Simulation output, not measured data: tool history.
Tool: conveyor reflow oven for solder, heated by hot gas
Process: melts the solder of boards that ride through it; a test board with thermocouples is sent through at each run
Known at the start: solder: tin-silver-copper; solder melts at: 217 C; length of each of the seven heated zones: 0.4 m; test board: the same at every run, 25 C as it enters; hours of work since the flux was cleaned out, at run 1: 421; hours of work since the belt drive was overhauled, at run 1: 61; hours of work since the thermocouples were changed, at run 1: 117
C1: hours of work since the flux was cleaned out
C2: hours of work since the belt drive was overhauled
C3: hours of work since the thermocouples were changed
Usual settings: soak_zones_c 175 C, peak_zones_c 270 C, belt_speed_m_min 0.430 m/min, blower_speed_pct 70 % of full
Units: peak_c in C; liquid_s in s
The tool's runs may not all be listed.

run 1 hour=0.0 | soak_zones_c=175 peak_zones_c=270 belt_speed_m_min=0.430 blower_speed_pct=70 | C1=421 C2=61 C3=117 | peak_c=259.3 liquid_s=92.3
run 2 hour=13.9 | soak_zones_c=175 peak_zones_c=270 belt_speed_m_min=0.430 blower_speed_pct=70 | C1=430 C2=70 C3=126 | peak_c=259.1 liquid_s=92.5
run 3 hour=23.4 | soak_zones_c=175 peak_zones_c=270 belt_speed_m_min=0.430 blower_speed_pct=70 | C1=436 C2=76 C3=132 | peak_c=259.1 liquid_s=92.2
run 4 hour=31.9 | soak_zones_c=175 peak_zones_c=270 belt_speed_m_min=0.430 blower_speed_pct=77 | C1=441 C2=81 C3=137 | peak_c=260.5 liquid_s=93.9
run 5 hour=45.9 | soak_zones_c=175 peak_zones_c=270 belt_speed_m_min=0.430 blower_speed_pct=77 | C1=450 C2=90 C3=146 | peak_c=260.3 liquid_s=93.7
run 6 hour=60.4 | soak_zones_c=175 peak_zones_c=270 belt_speed_m_min=0.430 blower_speed_pct=77 | C1=459 C2=99 C3=155 | peak_c=260.4 liquid_s=93.8
run 7 hour=69.7 | soak_zones_c=175 peak_zones_c=270 belt_speed_m_min=0.430 blower_speed_pct=77 | C1=465 C2=105 C3=161 | peak_c=260.4 liquid_s=93.8
run 8 hour=81.4 | soak_zones_c=175 peak_zones_c=270 belt_speed_m_min=0.430 blower_speed_pct=70 | C1=472 C2=113 C3=168 | peak_c=259.1 liquid_s=92.3
run 9 hour=92.7 | soak_zones_c=175 peak_zones_c=270 belt_speed_m_min=0.430 blower_speed_pct=50 | C1=479 C2=120 C3=175 | peak_c=254.5 liquid_s=86.4
-- hour=107.4 flux residue cleaned out of gas plates and filters
run 10 hour=107.4 | soak_zones_c=175 peak_zones_c=280 belt_speed_m_min=0.467 blower_speed_pct=51 | C1=0 C2=126 C3=181 | peak_c=261.0 liquid_s=84.6
run 11 hour=114.8 | soak_zones_c=175 peak_zones_c=259 belt_speed_m_min=0.425 blower_speed_pct=55 | C1=5 C2=130 C3=186 | peak_c=246.3 liquid_s=79.7
run 12 hour=132.4 | soak_zones_c=170 peak_zones_c=273 belt_speed_m_min=0.414 blower_speed_pct=69 | C1=16 C2=142 C3=197 | peak_c=262.3 liquid_s=96.3
run 13 hour=150.3 | soak_zones_c=172 peak_zones_c=265 belt_speed_m_min=0.363 blower_speed_pct=78 | C1=27 C2=153 C3=208 | peak_c=258.8 liquid_s=110.6
run 14 hour=164.4 | soak_zones_c=187 peak_zones_c=259 belt_speed_m_min=0.457 blower_speed_pct=70 | C1=36 C2=162 C3=217 | peak_c=249.4 liquid_s=84.5
run 15 hour=177.3 | soak_zones_c=175 peak_zones_c=270 belt_speed_m_min=0.429 blower_speed_pct=70 | C1=44 C2=170 C3=225 | peak_c=259.5 liquid_s=92.7

Forecast each of these 5 alternatives for the next run:
run A hour=193.6 | soak_zones_c=162 peak_zones_c=270 belt_speed_m_min=0.401 blower_speed_pct=70 | C1=54 C2=180 C3=236 | peak_c=? liquid_s=?
run B hour=193.6 | soak_zones_c=175 peak_zones_c=270 belt_speed_m_min=0.421 blower_speed_pct=64 | C1=54 C2=180 C3=236 | peak_c=? liquid_s=?
run C hour=193.6 | soak_zones_c=187 peak_zones_c=270 belt_speed_m_min=0.447 blower_speed_pct=70 | C1=54 C2=180 C3=236 | peak_c=? liquid_s=?
run D hour=193.6 | soak_zones_c=175 peak_zones_c=270 belt_speed_m_min=0.432 blower_speed_pct=69 | C1=54 C2=180 C3=236 | peak_c=? liquid_s=?
run E hour=193.6 | soak_zones_c=175 peak_zones_c=265 belt_speed_m_min=0.415 blower_speed_pct=53 | C1=54 C2=180 C3=236 | peak_c=? liquid_s=?

run=A peak_c=259.6 liquid_s=94.1
run=B peak_c=258.5 liquid_s=93.5
run=C peak_c=259.8 liquid_s=95.3
run=D peak_c=259.2 liquid_s=91.9
run=E peak_c=251.8 liquid_s=87.8
Without the tool's hidden state the same runs would have given:
run=A peak_c=259.6 liquid_s=94.1
run=B peak_c=258.5 liquid_s=93.5
run=C peak_c=259.8 liquid_s=95.3
run=D peak_c=259.2 liquid_s=91.9
run=E peak_c=251.8 liquid_s=87.8
